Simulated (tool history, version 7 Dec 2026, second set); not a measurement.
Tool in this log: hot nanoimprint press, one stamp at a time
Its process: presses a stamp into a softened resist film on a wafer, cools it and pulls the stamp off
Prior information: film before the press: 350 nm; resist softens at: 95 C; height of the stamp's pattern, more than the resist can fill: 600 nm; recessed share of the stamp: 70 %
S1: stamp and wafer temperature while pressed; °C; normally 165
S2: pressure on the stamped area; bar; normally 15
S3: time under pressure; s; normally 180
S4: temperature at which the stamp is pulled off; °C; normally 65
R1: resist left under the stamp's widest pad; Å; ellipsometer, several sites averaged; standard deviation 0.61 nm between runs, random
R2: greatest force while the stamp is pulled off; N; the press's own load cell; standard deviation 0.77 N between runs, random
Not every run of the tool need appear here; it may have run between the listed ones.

run 1 hour=0 | S1=165 S2=15 S3=180 S4=65 | R1=1588 R2=101.6
run 2 hour=5.8 | S1=165 S2=15 S3=180 S4=65 | R1=1593 R2=99.4
run 3 hour=10.1 | S1=169 S2=15 S3=180 S4=65 | R1=1336 R2=100.6
run 4 hour=19.7 | S1=165 S2=15 S3=180 S4=65 | R1=1600 R2=99.8
run 5 hour=24.5 | S1=165 S2=15 S3=180 S4=65 | R1=1610 R2=100.9
run 6 hour=29.8 | S1=165 S2=15 S3=180 S4=65 | R1=1595 R2=101.6
run 7 hour=35.8 | S1=165 S2=15 S3=180 S4=65 | R1=1596 R2=100.1
run 8 hour=45.5 | S1=165 S2=15 S3=180 S4=65 | R1=1603 R2=102
run 9 hour=53.7 | S1=165 S2=12.4 S3=180 S4=65 | R1=1761 R2=102.4
run 10 hour=61.4 | S1=165 S2=15 S3=134 S4=65 | R1=1763 R2=101.4
run 11 hour=69.6 | S1=165 S2=15 S3=134 S4=65 | R1=1784 R2=102.3
run 12 hour=79.5 | S1=165 S2=15 S3=134 S4=65 | R1=1782 R2=102.1
run 13 hour=89.3 | S1=165 S2=12.3 S3=134 S4=65 | R1=1947 R2=101.9
run 14 hour=95.7 | S1=165 S2=12.3 S3=134 S4=65 | R1=1944 R2=103
run 15 hour=106.2 | S1=158 S2=15 S3=106 S4=65 | R1=2503 R2=102.3
run 16 hour=111.8 | S1=158 S2=15 S3=106 S4=65 | R1=2509 R2=104.4
run 17 hour=117.1 | S1=163 S2=15 S3=196 S4=69 | R1=1705 R2=95
run 18 hour=126.9 | S1=165 S2=22.5 S3=234 S4=52 | R1=1195 R2=132.2
run 19 hour=135.2 | S1=174 S2=15.2 S3=180 S4=65 | R1=1074 R2=103.5
run 20 hour=142.1 | S1=166 S2=15 S3=180 S4=65 | R1=1548 R2=104.2

Below, each run's measurement less what the same run would have read without the hidden state. Both values contain the same run-to-run variation, but the gauge's scatter may not be the same in both:
Hidden state present: true temperature over the reading, C; pressure that arrives at the usual setting, %; grip of the stamp's worn release coat, % over a new coat's; drift of the gauge itself on residual_nm, %; drift of the gauge itself on pull_off_n, %.
run=1 R1=+22 R2=+1.3
run=2 R1=+23 R2=+1.5
run=3 R1=+20 R2=+1.6
run=4 R1=+25 R2=+1.7
run=5 R1=+25 R2=+1.8
run=6 R1=+26 R2=+2
run=7 R1=+26 R2=+2
run=8 R1=+29 R2=+2.3
run=9 R1=+30 R2=+2.4
run=10 R1=+32 R2=+2.6
run=11 R1=+33 R2=+2.8
run=12 R1=+34 R2=+3
run=13 R1=+35 R2=+3.1
run=14 R1=+36 R2=+3.3
run=15 R1=+40 R2=+3.5
run=16 R1=+41 R2=+3.7
run=17 R1=+39 R2=+3.5
run=18 R1=+34 R2=+4.7
run=19 R1=+26 R2=+4.2
run=20 R1=+39 R2=+4.2
